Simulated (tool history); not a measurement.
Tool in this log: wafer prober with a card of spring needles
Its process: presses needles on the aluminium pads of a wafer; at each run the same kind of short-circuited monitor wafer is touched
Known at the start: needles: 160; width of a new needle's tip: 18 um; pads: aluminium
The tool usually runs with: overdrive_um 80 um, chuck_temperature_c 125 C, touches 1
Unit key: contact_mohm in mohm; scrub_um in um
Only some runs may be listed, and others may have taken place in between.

| run | hour | overdrive_um | chuck_temperature_c | touches | contact_mohm | scrub_um |
|---|---|---|---|---|---|---|
| 1 | 0.0 | 80 | 125 | 1 | 313 | 9.75 |
|  | 2.0 | tips cleaned on abrasive film |
|  | 11.3 | tips cleaned on abrasive film |
|  | 20.7 | tips cleaned on abrasive film |
|  | 30.0 | tips cleaned on abrasive film |
| 2 | 34.0 | 80 | 125 | 1 | 277 | 9.89 |
|  | 37.8 | tips cleaned on abrasive film |
|  | 45.3 | tips cleaned on abrasive film |
|  | 54.6 | tips cleaned on abrasive film |
|  | 64.0 | tips cleaned on abrasive film |
|  | 73.4 | tips cleaned on abrasive film |
|  | 82.7 | tips cleaned on abrasive film |
| 3 | 88.8 | 80 | 125 | 1 | 311 | 9.69 |
|  | 90.8 | tips cleaned on abrasive film |
|  | 98.3 | tips cleaned on abrasive film |
|  | 107.7 | tips cleaned on abrasive film |
|  | 115.2 | tips cleaned on abrasive film |
| 4 | 119.3 | 80 | 125 | 3 | 247 | 9.60 |
|  | 123.1 | tips cleaned on abrasive film |
|  | 130.6 | tips cleaned on abrasive film |
|  | 140.0 | tips cleaned on abrasive film |
| 5 | 142.5 | 80 | 125 | 1 | 269 | 9.57 |
|  | 148.2 | tips cleaned on abrasive film |
|  | 155.7 | tips cleaned on abrasive film |
|  | 165.0 | tips cleaned on abrasive film |
|  | 174.4 | tips cleaned on abrasive film |
| 6 | 174.7 | 80 | 44 | 1 | 223 | 9.69 |
|  | 182.2 | tips cleaned on abrasive film |
|  | 191.6 | tips cleaned on abrasive film |
|  | 201.0 | tips cleaned on abrasive film |
|  | 210.3 | tips cleaned on abrasive film |
| 7 | 216.6 | 80 | 125 | 1 | 319 | 9.40 |
|  | 218.5 | tips cleaned on abrasive film |
|  | 227.9 | tips cleaned on abrasive film |
|  | 237.3 | tips cleaned on abrasive film |
|  | 246.6 | tips cleaned on abrasive film |
|  | 256.0 | tips cleaned on abrasive film |
|  | 265.3 | tips cleaned on abrasive film |
| 8 | 266.3 | 80 | 125 | 1 | 252 | 9.49 |
|  | 273.8 | tips cleaned on abrasive film |
|  | 281.3 | tips cleaned on abrasive film |
|  | 290.6 | tips cleaned on abrasive film |
|  | 300.0 | tips cleaned on abrasive film |
|  | 309.4 | tips cleaned on abrasive film |
| 9 | 314.0 | 80 | 125 | 1 | 309 | 9.26 |
|  | 317.8 | tips cleaned on abrasive film |
|  | 325.3 | tips cleaned on abrasive film |
|  | 334.7 | tips cleaned on abrasive film |
| 10 | 338.5 | 80 | 95 | 1 | 292 | 9.35 |
|  | 342.3 | tips cleaned on abrasive film |
|  | 349.8 | tips cleaned on abrasive film |
|  | 359.2 | tips cleaned on abrasive film |
|  | 368.6 | tips cleaned on abrasive film |
|  | 377.9 | tips cleaned on abrasive film |
|  | 386.2 | tips cleaned on abrasive film |
| 11 | 386.2 | 80 | 39 | 1 | 209 | 9.21 |
|  | 395.5 | tips cleaned on abrasive film |
|  | 403.2 | height of the first contact set anew |
|  | 405.2 | tips cleaned on abrasive film |
|  | 414.6 | tips cleaned on abrasive film |
|  | 422.1 | tips cleaned on abrasive film |
|  | 431.4 | tips cleaned on abrasive film |
|  | 438.9 | tips cleaned on abrasive film |
| 12 | 442.1 | 80 | 125 | 2 | 249 | 10.03 |
|  | 447.7 | tips cleaned on abrasive film |
|  | 455.2 | tips cleaned on abrasive film |
|  | 464.6 | tips cleaned on abrasive film |
|  | 474.0 | tips cleaned on abrasive film |
|  | 483.3 | tips cleaned on abrasive film |
| 13 | 484.8 | 89 | 125 | 1 | 246 | 11.26 |
|  | 492.3 | tips cleaned on abrasive film |
|  | 501.7 | tips cleaned on abrasive film |
|  | 511.1 | tips cleaned on abrasive film |
|  | 520.4 | tips cleaned on abrasive film |
| 14 | 522.8 | 81 | 38 | 1 | 258 | 9.98 |
|  | 528.4 | tips cleaned on abrasive film |
|  | 535.9 | tips cleaned on abrasive film |
|  | 545.3 | tips cleaned on abrasive film |
|  | 554.7 | tips cleaned on abrasive film |
|  | 564.0 | tips cleaned on abrasive film |
|  | 573.4 | tips cleaned on abrasive film |
| 15 | 575.2 | 81 | 38 | 1 | 237 | 10.04 |
|  | 582.7 | tips cleaned on abrasive film |
|  | 592.1 | tips cleaned on abrasive film |
|  | 599.6 | tips cleaned on abrasive film |
| 16 | 606.0 | 80 | 67 | 1 | 310 | 9.93 |
|  | 607.9 | tips cleaned on abrasive film |
|  | 617.3 | tips cleaned on abrasive film |
|  | 626.6 | tips cleaned on abrasive film |
|  | 636.0 | tips cleaned on abrasive film |
| 17 | 640.4 | 80 | 67 | 1 | 291 | 9.72 |
|  | 644.2 | tips cleaned on abrasive film |
|  | 653.6 | tips cleaned on abrasive film |
|  | 662.9 | tips cleaned on abrasive film |
|  | 672.3 | tips cleaned on abrasive film |
|  | 679.8 | tips cleaned on abrasive film |
|  | 688.6 | tips cleaned on abrasive film |
| 18 | 688.6 | 86 | 112 | 1 | 222 | 10.42 |
|  | 696.1 | tips cleaned on abrasive film |
|  | 705.5 | tips cleaned on abrasive film |
|  | 714.9 | tips cleaned on abrasive film |
|  | 724.2 | tips cleaned on abrasive film |
|  | 733.6 | tips cleaned on abrasive film |
|  | 743.0 | tips cleaned on abrasive film |
| 19 | 743.9 | 83 | 55 | 3 | 214 | 10.19 |
|  | 751.4 | tips cleaned on abrasive film |
|  | 760.8 | tips cleaned on abrasive film |
|  | 770.1 | tips cleaned on abrasive film |
| 20 | 774.4 | 80 | 60 | 2 | 256 | 9.54 |
|  | 778.2 | tips cleaned on abrasive film |
|  | 787.6 | tips cleaned on abrasive film |
|  | 796.9 | tips cleaned on abrasive film |
|  | 806.3 | tips cleaned on abrasive film |
| 21 | 807.7 | 95 | 27 | 1 | 223 | 11.43 |
|  | 815.2 | tips cleaned on abrasive film |
|  | 824.6 | tips cleaned on abrasive film |
|  | 833.9 | tips cleaned on abrasive film |
|  | 843.3 | tips cleaned on abrasive film |
| 22 | 849.4 | 60 | 27 | 1 | 443 | 7.03 |
|  | 851.4 | tips cleaned on abrasive film |
|  | 860.8 | tips cleaned on abrasive film |
|  | 870.1 | tips cleaned on abrasive film |
|  | 879.5 | tips cleaned on abrasive film |
|  | 888.8 | tips cleaned on abrasive film |
| 23 | 891.8 | 60 | 27 | 1 | 354 | 6.88 |
|  | 897.4 | tips cleaned on abrasive film |
|  | 906.8 | tips cleaned on abrasive film |
|  | 916.1 | tips cleaned on abrasive film |
| 24 | 917.9 | 60 | 27 | 1 | 307 | 6.81 |
|  | 925.4 | tips cleaned on abrasive film |
|  | 934.7 | tips cleaned on abrasive film |
|  | 944.1 | tips cleaned on abrasive film |
| 25 | 948.7 | 60 | 37 | 2 | 338 | 6.89 |

Forecast each of these 3 alternatives for the next run:
|  | 952.5 | tips cleaned on abrasive film |
|  | 961.8 | tips cleaned on abrasive film |
|  | 971.2 | tips cleaned on abrasive film |
|  | 980.5 | tips cleaned on abrasive film |
| A | 984.7 | 94 | 38 | 2 | ? | ? |
|  | 952.5 | tips cleaned on abrasive film |
|  | 961.8 | tips cleaned on abrasive film |
|  | 971.2 | tips cleaned on abrasive film |
|  | 980.5 | tips cleaned on abrasive film |
| B | 984.7 | 80 | 125 | 1 | ? | ? |
|  | 952.5 | tips cleaned on abrasive film |
|  | 961.8 | tips cleaned on abrasive film |
|  | 971.2 | tips cleaned on abrasive film |
|  | 980.5 | tips cleaned on abrasive film |
| C | 984.7 | 66 | 97 | 2 | ? | ? |

| run | contact_mohm | scrub_um |
|---|---|---|
| A | 238 | 11.08 |
| B | 313 | 9.39 |
| C | 305 | 7.69 |
The same runs, with their run-to-run variation unchanged, on a tool lacking any hidden condition would have given:
| run | contact_mohm | scrub_um |
|---|---|---|
| A | 185 | 11.93 |
| B | 211 | 10.25 |
| C | 205 | 8.54 |

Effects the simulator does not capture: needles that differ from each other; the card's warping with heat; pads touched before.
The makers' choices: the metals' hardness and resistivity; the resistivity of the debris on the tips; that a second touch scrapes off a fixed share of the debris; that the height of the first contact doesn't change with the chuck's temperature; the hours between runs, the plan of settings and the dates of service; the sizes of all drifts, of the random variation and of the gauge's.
